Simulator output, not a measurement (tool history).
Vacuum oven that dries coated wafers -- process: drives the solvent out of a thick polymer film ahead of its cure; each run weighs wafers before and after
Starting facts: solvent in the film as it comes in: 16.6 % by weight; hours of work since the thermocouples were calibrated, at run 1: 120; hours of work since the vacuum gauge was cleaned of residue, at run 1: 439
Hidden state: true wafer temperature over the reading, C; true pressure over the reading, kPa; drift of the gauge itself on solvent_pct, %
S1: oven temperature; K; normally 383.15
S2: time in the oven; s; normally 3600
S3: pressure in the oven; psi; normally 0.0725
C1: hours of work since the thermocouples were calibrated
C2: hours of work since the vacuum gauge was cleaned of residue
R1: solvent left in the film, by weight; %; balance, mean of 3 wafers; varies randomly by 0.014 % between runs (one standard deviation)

run 1 day=0 | S1=383.15 S2=3600 S3=0.0725 | C1=120 C2=439 | R1=0.97
run 2 day=1.558 | S1=385.15 S2=3600 S3=0.0725 | C1=149 C2=469 | R1=0.76
run 3 day=2.7 | S1=383.15 S2=3360 S3=0.0725 | C1=171 C2=491 | R1=1.14
run 4 day=4.404 | S1=383.15 S2=3360 S3=0.0725 | C1=204 C2=523 | R1=1.14
run 5 day=5.521 | S1=383.15 S2=3600 S3=0.0725 | C1=225 C2=545 | R1=0.97
run 6 day=6.688 | S1=383.15 S2=3600 S3=0.0725 | C1=248 C2=567 | R1=0.95
run 7 day=7.733 | S1=383.15 S2=3600 S3=0.0725 | C1=268 C2=587 | R1=0.96
run 8 day=8.596 | S1=383.15 S2=3600 S3=0.0725 | C1=284 C2=604 | R1=0.97
-- day=8.8 vacuum gauge cleaned of residue and calibrated
run 9 day=10.358 | S1=370.15 S2=3420 S3=0.1379 | C1=317 C2=30 | R1=4.21
-- day=11.492 vacuum gauge cleaned of residue and calibrated, once more
run 10 day=12.208 | S1=372.15 S2=3600 S3=0.0725 | C1=351 C2=14 | R1=3.07
run 11 day=13.717 | S1=378.15 S2=3540 S3=0.1823 | C1=380 C2=43 | R1=1.96
run 12 day=15.483 | S1=378.15 S2=3540 S3=0.1823 | C1=414 C2=76 | R1=1.97
run 13 day=16.658 | S1=392.15 S2=4620 S3=0.0725 | C1=436 C2=99 | R1=0.17

Run 14 is up next; what results do you expect?
run 14 day=18.546 | S1=381.15 S2=5460 S3=0.0795 | C1=472 C2=135 | R1=?

Run 14 produced R1 0.44 %.
Minus the tool's unlogged condition, the same run would have read R1 0.47 %.

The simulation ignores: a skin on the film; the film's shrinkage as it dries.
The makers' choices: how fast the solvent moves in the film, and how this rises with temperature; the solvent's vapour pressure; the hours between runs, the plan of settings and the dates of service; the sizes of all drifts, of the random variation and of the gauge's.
